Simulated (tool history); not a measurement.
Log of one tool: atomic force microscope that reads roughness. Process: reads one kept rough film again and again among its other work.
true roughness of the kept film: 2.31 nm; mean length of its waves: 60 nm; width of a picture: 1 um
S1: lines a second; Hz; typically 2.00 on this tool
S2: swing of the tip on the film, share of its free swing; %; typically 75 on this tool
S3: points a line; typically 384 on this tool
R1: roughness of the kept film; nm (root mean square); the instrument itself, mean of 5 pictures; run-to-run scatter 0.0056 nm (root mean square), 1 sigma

run	hour	S1	S2	S3	R1
1	0.0	2.00	75	384	2.055
2	8.7	2.00	76	384	2.042
3	17.6	2.00	76	384	2.054
4	23.4	2.00	76	384	2.037
5	29.9	0.86	75	384	2.145
6	37.0	0.56	75	384	2.176
7	43.7	0.56	75	665	2.175
8	51.8	0.56	75	665	2.183
9	55.6	2.00	75	384	2.039
10	62.6	2.00	75	384	2.034
11	69.6	1.96	75	384	2.034
12	78.2	1.96	75	384	2.032
13	83.9	1.96	75	384	2.026
14	89.3	1.96	75	384	2.032
15	94.4	1.10	75	384	2.108
16	102.2	2.00	69	384	2.077
17	109.0	2.53	73	437	2.000
18	115.2	1.43	73	290	2.087
19	122.3	2.00	63	384	2.111
20	130.2	2.00	58	283	2.193
21	137.0	0.73	74	297	2.207
22	144.7	0.73	73	427	2.210
23	151.2	0.73	73	427	2.214
24	159.5	2.19	75	394	2.060
25	163.2	2.00	90	552	1.910
26	168.9	1.67	90	329	1.947
27	174.9	0.50	68	329	2.226
28	179.9	0.50	68	329	2.229
29	187.3	2.82	59	865	2.156
30	196.3	0.96	72	650	2.177
31	205.4	0.96	72	650	2.178
32	209.5	0.51	72	546	2.212

Put back what was entered between runs (3 entries, withheld): which listed runs does each sit between, and how does the hidden state differ from the listed run before to the listed run after?
Logged between run 19 and run 20: new tip fitted (hour 124.8)
  radius of the tip, nm: 18.2 -> 5.3; height scale over the true one, %: 0.13 -> 0.14
  measured minus no-state result, R1: -0.066 -> +0.001 nm (root mean square)
Logged between run 20 and run 21: height scale calibrated on a step standard (hour 132.0)
  radius of the tip, nm: 5.3 -> 5.7; height scale over the true one, %: 0.14 -> 0.22
  measured minus no-state result, R1: +0.001 -> +0.001 nm (root mean square)
Logged between run 28 and run 29: height scale calibrated on a step standard, once more (hour 184.3)
  radius of the tip, nm: 8.4 -> 8.8; height scale over the true one, %: 0.26 -> 0.07
  measured minus no-state result, R1: -0.014 -> -0.019 nm (root mean square)
